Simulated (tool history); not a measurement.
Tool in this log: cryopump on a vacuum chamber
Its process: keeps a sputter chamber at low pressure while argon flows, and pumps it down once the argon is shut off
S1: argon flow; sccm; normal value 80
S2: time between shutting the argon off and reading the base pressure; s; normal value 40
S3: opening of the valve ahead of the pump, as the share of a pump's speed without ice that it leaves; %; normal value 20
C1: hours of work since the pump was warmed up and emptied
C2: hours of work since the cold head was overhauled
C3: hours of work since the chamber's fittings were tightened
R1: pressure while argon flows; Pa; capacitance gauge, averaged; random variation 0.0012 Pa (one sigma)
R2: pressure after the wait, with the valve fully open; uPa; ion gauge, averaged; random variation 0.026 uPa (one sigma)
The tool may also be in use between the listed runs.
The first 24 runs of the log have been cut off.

Run 25, hour 702.9: usual settings but S1 75 sccm, S2 122 s, S3 29 %; C1 244; C2 1070; C3 17. Result: R1 0.1804 Pa, R2 0.44 uPa.
Run 26, hour 740.4: usual settings but S1 52 sccm, S3 33 %; C1 263; C2 1089; C3 36. Result: R1 0.1115 Pa, R2 1.18 uPa.
Run 27, hour 773.1: usual settings but S1 112 sccm, S2 23 s, S3 15 %; C1 280; C2 1106; C3 53. Result: R1 0.5184 Pa, R2 1.92 uPa.
Run 28, hour 798.3: usual settings but S1 127 sccm, S2 23 s, S3 59 %; C1 293; C2 1119; C3 65. Result: R1 0.1548 Pa, R2 1.97 uPa.
Run 29, hour 823.7: usual settings but S1 127 sccm, S2 23 s, S3 59 %; C1 306; C2 1132; C3 78. Result: R1 0.1556 Pa, R2 1.95 uPa.
Run 30, hour 858.0: usual settings but S1 134 sccm, S2 85 s, S3 34 %; C1 323; C2 1149; C3 96. Result: R1 0.2789 Pa, R2 0.63 uPa.
Run 31, hour 881.4: usual settings but S1 105 sccm, S2 85 s, S3 52 %; C1 335; C2 1161; C3 108. Result: R1 0.1456 Pa, R2 0.59 uPa.
Run 32, hour 913.7: usual settings but S1 105 sccm, S2 85 s, S3 52 %; C1 352; C2 1178; C3 124. Result: R1 0.1458 Pa, R2 0.64 uPa.
Run 33, hour 940.8: usual settings but S2 105 s, S3 26 %; C1 366; C2 1192; C3 138. Result: R1 0.2174 Pa, R2 0.59 uPa.

Forecast each of these 4 alternatives for the next run:
Run A, hour 982.6: usual settings but S1 62 sccm, S2 34 s, S3 41 %; C1 387; C2 1213; C3 160. Result: R1 ?, R2 ?.
Run B, hour 982.6: usual settings but S1 104 sccm, S2 189 s, S3 17 %; C1 387; C2 1213; C3 160. Result: R1 ?, R2 ?.
Run C, hour 982.6: usual settings but S1 86 sccm, S2 280 s, S3 17 %; C1 387; C2 1213; C3 160. Result: R1 ?, R2 ?.
Run D, hour 982.6: usual settings but S1 99 sccm, S2 79 s, S3 39 %; C1 387; C2 1213; C3 160. Result: R1 ?, R2 ?.

run      R1    R2
  A  0.1095  1.37
  B  0.4298  0.40
  C  0.3546  0.36
  D  0.1817  0.67
Had the tool no hidden state, the same runs would have come out as:
run      R1    R2
  A  0.1048  1.32
  B  0.4219  0.34
  C  0.3481  0.30
  D  0.1742  0.62
